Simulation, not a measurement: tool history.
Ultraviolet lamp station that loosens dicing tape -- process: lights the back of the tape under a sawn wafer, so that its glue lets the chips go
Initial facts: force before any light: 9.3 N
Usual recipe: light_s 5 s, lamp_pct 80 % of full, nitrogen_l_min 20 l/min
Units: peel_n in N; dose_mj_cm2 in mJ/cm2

run,hour,light_s,lamp_pct,nitrogen_l_min,peel_n,dose_mj_cm2
1,0.0,5,80,20,0.871,317
2,8.6,5,80,20,0.843,312
3,15.9,2,80,20,3.544,127
4,26.1,2,80,20,3.655,123
5,37.3,2,80,20,3.592,122
6,48.2,2,80,20,3.528,125
7,58.4,5,80,12,1.437,312
8,65.6,5,80,12,1.449,312
# hour 67.5: window cleaned of glue's vapour
9,74.8,6,80,39,0.360,359
10,84.4,6,80,39,0.354,364
# hour 95.8: window cleaned of glue's vapour, once more
11,100.2,7,72,39,0.221,428
12,115.6,7,72,39,0.215,421
13,121.8,2,61,20,4.213,103

Forecast each of these 3 alternatives for the next run:
A,134.2,9,85,20,?,?
B,134.2,6,89,7,?,?
C,134.2,2,89,7,?,?

run,peel_n,dose_mj_cm2
A,0.129,636
B,1.037,442
C,4.437,148
Stripped of hidden state, with their random variation kept, the same runs would have yielded:
run,peel_n,dose_mj_cm2
A,0.088,750
B,0.713,522
C,3.888,175
